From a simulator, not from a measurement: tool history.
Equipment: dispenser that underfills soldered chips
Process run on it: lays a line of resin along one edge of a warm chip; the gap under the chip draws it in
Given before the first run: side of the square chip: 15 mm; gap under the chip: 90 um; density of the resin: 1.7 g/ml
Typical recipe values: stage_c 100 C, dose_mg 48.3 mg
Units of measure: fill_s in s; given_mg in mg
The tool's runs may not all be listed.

| run | hour | stage_c | dose_mg | fill_s | given_mg |
|---|---|---|---|---|---|
| 1 | 0 | 100 | 48.3 | 181.9 | 43.76 |
|  | 3.3 | dispensing valve cleaned and set on the balance |
|  | 8.3 | new syringe of resin |
| 2 | 8.6 | 100 | 48.3 | 137.2 | 48.13 |
| 3 | 13.2 | 100 | 48.3 | 165.9 | 47.92 |
|  | 21.1 | new syringe of resin |
| 4 | 23.1 | 100 | 48.3 | 148.9 | 47.89 |
| 5 | 31.7 | 100 | 48.3 | 212.4 | 47.61 |
|  | 33.9 | new syringe of resin |
| 6 | 40.4 | 100 | 48.3 | 175.4 | 47.3 |
| 7 | 45.8 | 100 | 48.3 | 223.9 | 46.67 |
|  | 46.6 | new syringe of resin |
| 8 | 51 | 100 | 48.3 | 163.6 | 46.81 |
| 9 | 57.9 | 100 | 48.3 | 218.3 | 46.72 |
|  | 59.7 | new syringe of resin |
| 10 | 65.7 | 100 | 48.3 | 177.9 | 46.41 |
|  | 72.4 | new syringe of resin |
| 11 | 72.4 | 86 | 48.3 | 229.6 | 45.99 |
| 12 | 80.4 | 86 | 48.3 | 322.2 | 46.21 |
|  | 85 | new syringe of resin |
| 13 | 85 | 86 | 48.3 | 239.5 | 45.77 |
| 14 | 94.6 | 86 | 48.3 | 349.6 | 45.64 |
|  | 98.3 | new syringe of resin |
| 15 | 101 | 86 | 48.3 | 259.2 | 45.6 |
| 16 | 105.3 | 100 | 48.3 | 182.7 | 45.37 |
| 17 | 110.1 | 100 | 48.3 | 220.7 | 45.12 |
|  | 111.2 | new syringe of resin |
| 18 | 119 | 109 | 42.4 | 143.3 | 39.42 |
|  | 124.1 | new syringe of resin |
| 19 | 126.3 | 94 | 48.3 | 191.4 | 44.35 |
| 20 | 132.1 | 94 | 48.3 | 240 | 44.65 |
|  | 137.1 | new syringe of resin |
| 21 | 141.7 | 107 | 48.3 | 129.6 | 44 |
|  | 150.3 | new syringe of resin |
| 22 | 151.3 | 111 | 48.3 | 97.4 | 43.58 |
|  | 153.5 | dispensing valve cleaned and set on the balance |
| 23 | 160.2 | 94 | 51.5 | 238.2 | 51.12 |
|  | 164.2 | new syringe of resin |
| 24 | 168.9 | 94 | 51.5 | 202.9 | 50.99 |
| 25 | 173 | 97 | 54.6 | 213 | 53.89 |
|  | 176.8 | new syringe of resin |
| 26 | 182.1 | 97 | 54.6 | 180.7 | 53.59 |
|  | 189.7 | new syringe of resin |
| 27 | 189.7 | 97 | 54.6 | 143.5 | 52.81 |
| 28 | 194.6 | 96 | 44.2 | 190.3 | 42.68 |
| 29 | 200.2 | 96 | 44.2 | 237.1 | 42.74 |
|  | 202.9 | new syringe of resin |
| 30 | 207.7 | 90 | 55.6 | 231.4 | 53.62 |
| 31 | 212.7 | 90 | 55.6 | 285.6 | 53.67 |
|  | 215.9 | new syringe of resin |
| 32 | 217.6 | 90 | 55.6 | 200.5 | 53.36 |
| 33 | 227.4 | 97 | 42 | 246.2 | 39.94 |
|  | 228.5 | new syringe of resin |
| 34 | 236.1 | 109 | 44.7 | 132.7 | 42.41 |

Measured minus without-hidden-state, run by run (identical run-to-run variation in each term; gauge scatter may differ):
The tool's hidden condition here consists of: resin's viscosity, % of fresh resin's; dose that the valve gives, % of what is set; true chip temperature over the reading, C; drift of the gauge itself on fill_s, %; drift of the gauge itself on given_mg, %.
| run | fill_s | given_mg |
|---|---|---|
| 1 | +41.7 | -4.49 |
| 2 | -1.9 | -0.16 |
| 3 | +26.9 | -0.29 |
| 4 | +9.4 | -0.58 |
| 5 | +72.9 | -0.82 |
| 6 | +38 | -1.1 |
| 7 | +83.6 | -1.26 |
| 8 | +26 | -1.43 |
| 9 | +79.7 | -1.65 |
| 10 | +38.4 | -1.91 |
| 11 | -7.4 | -2.1 |
| 12 | +82.3 | -2.36 |
| 13 | -1.2 | -2.48 |
| 14 | +113 | -2.8 |
| 15 | +21.4 | -2.99 |
| 16 | +42.7 | -3.12 |
| 17 | +81.8 | -3.26 |
| 18 | +38.6 | -3.11 |
| 19 | +14.7 | -3.75 |
| 20 | +65.8 | -3.97 |
| 21 | +21.6 | -4.25 |
| 22 | +4.1 | -4.49 |
| 23 | +68.6 | -0.21 |
| 24 | +30.1 | -0.5 |
| 25 | +59.9 | -0.68 |
| 26 | +31.2 | -0.99 |
| 27 | -8.7 | -1.26 |
| 28 | +25.7 | -1.17 |
| 29 | +74.3 | -1.33 |
| 30 | +32.5 | -1.92 |
| 31 | +85.7 | -2.13 |
| 32 | +0 | -2.27 |
| 33 | +84.2 | -1.99 |
| 34 | +30.9 | -2.39 |
